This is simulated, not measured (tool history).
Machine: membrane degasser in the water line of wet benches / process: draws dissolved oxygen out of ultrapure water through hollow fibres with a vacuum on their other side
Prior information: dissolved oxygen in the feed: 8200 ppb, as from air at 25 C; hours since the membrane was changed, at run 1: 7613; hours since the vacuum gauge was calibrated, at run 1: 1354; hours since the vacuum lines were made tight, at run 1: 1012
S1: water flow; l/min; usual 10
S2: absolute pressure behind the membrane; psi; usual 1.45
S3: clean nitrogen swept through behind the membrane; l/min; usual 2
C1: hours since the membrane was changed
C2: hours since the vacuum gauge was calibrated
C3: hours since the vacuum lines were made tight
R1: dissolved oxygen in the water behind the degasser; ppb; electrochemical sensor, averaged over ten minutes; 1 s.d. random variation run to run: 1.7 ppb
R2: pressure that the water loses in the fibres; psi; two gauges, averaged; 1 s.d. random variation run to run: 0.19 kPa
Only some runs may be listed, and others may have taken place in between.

run	hour	S1	S2	S3	C1	C2	C3	R1	R2
1	0	10	1.45	2	7613	1354	1012	200.3	5.945
2	107	10	1.45	2	7721	1461	1119	205.6	5.933
3	195.5	10	1.45	2	7809	1549	1207	202.8	5.935
4	317.6	10	1.45	2	7931	1671	1329	204.5	5.961
5	465.9	10	1.45	2	8079	1820	1478	207.2	5.958
6	644.8	10	1.45	2	8258	1999	1656	209.1	5.997
7	761.3	10	1.45	2	8375	2115	1773	204.7	5.983
8	879.3	10	1.45	2	8493	2233	1891	215.8	5.994
9	1014.9	10	1.45	2	8628	2369	2026	210.8	5.973
10	1121.5	10	1.45	2	8735	2475	2133	211	5.992
11	1246.7	10	1.45	2	8860	2601	2258	212.6	5.984
12	1408.9	10	1.45	2.13	9022	2763	2420	212.9	6.009
13	1519.4	10	1.45	2	9133	2873	2531	215.2	6.071
14	1678.6	10	1.45	2	9292	3032	2690	216.5	6.064
15	1828.5	10	1	2	9442	3182	2840	181.3	6.102
16	1976.1	10	1.02	2	9590	3330	2988	181.7	6.096
# hour 2003.2: vacuum gauge calibrated
17	2118.4	10	1.02	2	9731	115	3130	182	6.051
18	2222.7	11	1.45	2	9836	220	3234	241.7	6.72
19	2427.1	16	1.45	2	10040	424	3438	363.2	9.735
20	2527.2	10	1.13	1.8	10140	524	3538	202.2	6.061
21	2689.1	10	1.68	2	10302	686	3700	240.4	6.126
22	2874.2	10	1.39	0.82	10487	871	3885	322.1	6.061
23	2995.7	10	1.39	4.14	10609	992	4007	178.8	6.15
24	3174.7	9	1	1.23	10788	1171	4186	191.9	5.559
25	3280.3	9	1	1.23	10893	1277	4291	191	5.558
26	3457.1	11	1.99	2.77	11070	1454	4468	267	6.772
27	3618.3	11	1.99	2.77	11231	1615	4629	269.5	6.817
# hour 3725.5: membrane cartridge changed
28	3806.4	9	3.36	0.81	81	1799	4814	578	4.876
29	3968	10	2.65	4.87	243	1961	4975	165.8	5.44
30	4127.4	7	1.83	0.96	402	2120	5135	222.6	3.803
31	4210.9	10	3.26	1.23	485	2204	5218	452.2	5.468
32	4314.1	13	2.25	2.45	589	2307	5321	281.9	7.079

Consider 3 possible next runs. They are alternatives, not a sequence: every one starts from the tool as it was left by run 32. What does each give?
A	4448.9	6	2.64	2.74	723	2442	5456	?	?
B	4448.9	13	2.38	2.45	723	2442	5456	?	?
C	4448.9	12	1.04	0.98	723	2442	5456	?	?

run	R1	R2
A	126.3	3.303
B	293.3	7.117
C	228.2	6.559
Had the tool no hidden state, the same runs would have come out as:
run	R1	R2
A	116.3	3.278
B	281.5	7.062
C	218	6.508
